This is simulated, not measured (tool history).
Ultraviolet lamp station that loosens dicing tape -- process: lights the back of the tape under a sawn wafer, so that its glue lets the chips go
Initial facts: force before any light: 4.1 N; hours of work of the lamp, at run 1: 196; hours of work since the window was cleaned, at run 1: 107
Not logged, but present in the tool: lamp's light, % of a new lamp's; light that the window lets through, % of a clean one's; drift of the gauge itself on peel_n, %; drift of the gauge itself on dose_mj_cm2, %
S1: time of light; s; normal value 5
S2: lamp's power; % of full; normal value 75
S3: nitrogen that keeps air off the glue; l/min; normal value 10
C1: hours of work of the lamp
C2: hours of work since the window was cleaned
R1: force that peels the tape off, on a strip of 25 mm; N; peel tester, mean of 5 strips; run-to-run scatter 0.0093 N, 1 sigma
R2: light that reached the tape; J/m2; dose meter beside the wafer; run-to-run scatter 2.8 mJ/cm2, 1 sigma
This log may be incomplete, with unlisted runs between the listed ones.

run 1 hour=0 | S1=5 S2=75 S3=10 | C1=196 C2=107 | R1=0.398 R2=4030
run 2 hour=41.1 | S1=5 S2=75 S3=10 | C1=215 C2=126 | R1=0.387 R2=4000
run 3 hour=89.1 | S1=5 S2=75 S3=10 | C1=237 C2=148 | R1=0.385 R2=3960
run 4 hour=122.2 | S1=5 S2=75 S3=9 | C1=252 C2=163 | R1=0.416 R2=3970
run 5 hour=157.8 | S1=5 S2=75 S3=4 | C1=268 C2=179 | R1=0.663 R2=4020
run 6 hour=195.6 | S1=5 S2=75 S3=4 | C1=285 C2=196 | R1=0.668 R2=4000
run 7 hour=221.3 | S1=5 S2=75 S3=4 | C1=297 C2=208 | R1=0.643 R2=4000
run 8 hour=260.7 | S1=5 S2=75 S3=3 | C1=315 C2=226 | R1=0.763 R2=3970
run 9 hour=291.3 | S1=5 S2=75 S3=10 | C1=329 C2=240 | R1=0.382 R2=4020
run 10 hour=322.2 | S1=5 S2=62 S3=10 | C1=343 C2=254 | R1=0.535 R2=3330
run 11 hour=357.9 | S1=5 S2=75 S3=10 | C1=359 C2=270 | R1=0.383 R2=4010
run 12 hour=400.2 | S1=5 S2=75 S3=10 | C1=378 C2=289 | R1=0.404 R2=4030
run 13 hour=431.3 | S1=5 S2=75 S3=10 | C1=392 C2=304 | R1=0.387 R2=4080
run 14 hour=457.6 | S1=5 S2=75 S3=10 | C1=404 C2=316 | R1=0.391 R2=4070
-- hour=510.8 window cleaned of glue's vapour
run 15 hour=513.5 | S1=5 S2=75 S3=10 | C1=430 C2=1 | R1=0.382 R2=4000
run 16 hour=566.8 | S1=3 S2=75 S3=10 | C1=454 C2=25 | R1=0.842 R2=2420
run 17 hour=623.6 | S1=3 S2=75 S3=10 | C1=480 C2=51 | R1=0.85 R2=2420
run 18 hour=679.8 | S1=3 S2=75 S3=10 | C1=505 C2=77 | R1=0.872 R2=2420
run 19 hour=727.6 | S1=3 S2=75 S3=10 | C1=527 C2=99 | R1=0.823 R2=2430
run 20 hour=764 | S1=5 S2=75 S3=10 | C1=544 C2=115 | R1=0.392 R2=3990
run 21 hour=811.3 | S1=5 S2=75 S3=10 | C1=565 C2=137 | R1=0.379 R2=4030
run 22 hour=845.1 | S1=4 S2=63 S3=10 | C1=580 C2=152 | R1=0.702 R2=2680
run 23 hour=873.8 | S1=4 S2=63 S3=10 | C1=594 C2=165 | R1=0.728 R2=2690
run 24 hour=913.1 | S1=5 S2=87 S3=11 | C1=611 C2=183 | R1=0.302 R2=4600
run 25 hour=952 | S1=5 S2=87 S3=11 | C1=629 C2=201 | R1=0.301 R2=4630
run 26 hour=979.2 | S1=2 S2=94 S3=10 | C1=641 C2=213 | R1=1.096 R2=1970
run 27 hour=1010.8 | S1=5 S2=95 S3=13 | C1=656 C2=227 | R1=0.251 R2=5040
run 28 hour=1047.7 | S1=5 S2=95 S3=13 | C1=673 C2=244 | R1=0.251 R2=5080
run 29 hour=1098.8 | S1=5 S2=95 S3=13 | C1=696 C2=267 | R1=0.258 R2=5130
run 30 hour=1146.9 | S1=5 S2=95 S3=13 | C1=718 C2=289 | R1=0.259 R2=5120
run 31 hour=1188.3 | S1=6 S2=62 S3=10 | C1=737 C2=308 | R1=0.386 R2=3980
run 32 hour=1214 | S1=5 S2=75 S3=3 | C1=748 C2=320 | R1=0.75 R2=3990
-- hour=1255.3 window cleaned of glue's vapour
run 33 hour=1255.3 | S1=5 S2=75 S3=7 | C1=767 C2=0 | R1=0.455 R2=4030
run 34 hour=1294.8 | S1=5 S2=75 S3=7 | C1=785 C2=18 | R1=0.467 R2=4030
run 35 hour=1342.3 | S1=7 S2=93 S3=7 | C1=806 C2=40 | R1=0.233 R2=6990
run 36 hour=1384.6 | S1=3 S2=84 S3=14 | C1=826 C2=59 | R1=0.611 R2=2700
run 37 hour=1413 | S1=7 S2=81 S3=11 | C1=839 C2=72 | R1=0.249 R2=6100
run 38 hour=1437.9 | S1=7 S2=81 S3=11 | C1=850 C2=83 | R1=0.229 R2=6070
run 39 hour=1482.4 | S1=7 S2=81 S3=11 | C1=870 C2=103 | R1=0.229 R2=6030
run 40 hour=1506.9 | S1=2 S2=65 S3=10 | C1=881 C2=114 | R1=1.602 R2=1390
run 41 hour=1540.7 | S1=2 S2=65 S3=10 | C1=897 C2=130 | R1=1.57 R2=1390
run 42 hour=1567.4 | S1=5 S2=69 S3=3 | C1=909 C2=142 | R1=0.918 R2=3750

How the hidden state differs across the entries between the runs, from the last listed run before each to the first after it:
Runs 14 to 15: window cleaned of glue's vapour (hour 510.8)
  no difference in the tool's unlogged condition between these two runs
Runs 32 to 33: window cleaned of glue's vapour (hour 1255.3)
  no difference in the tool's unlogged condition between these two runs
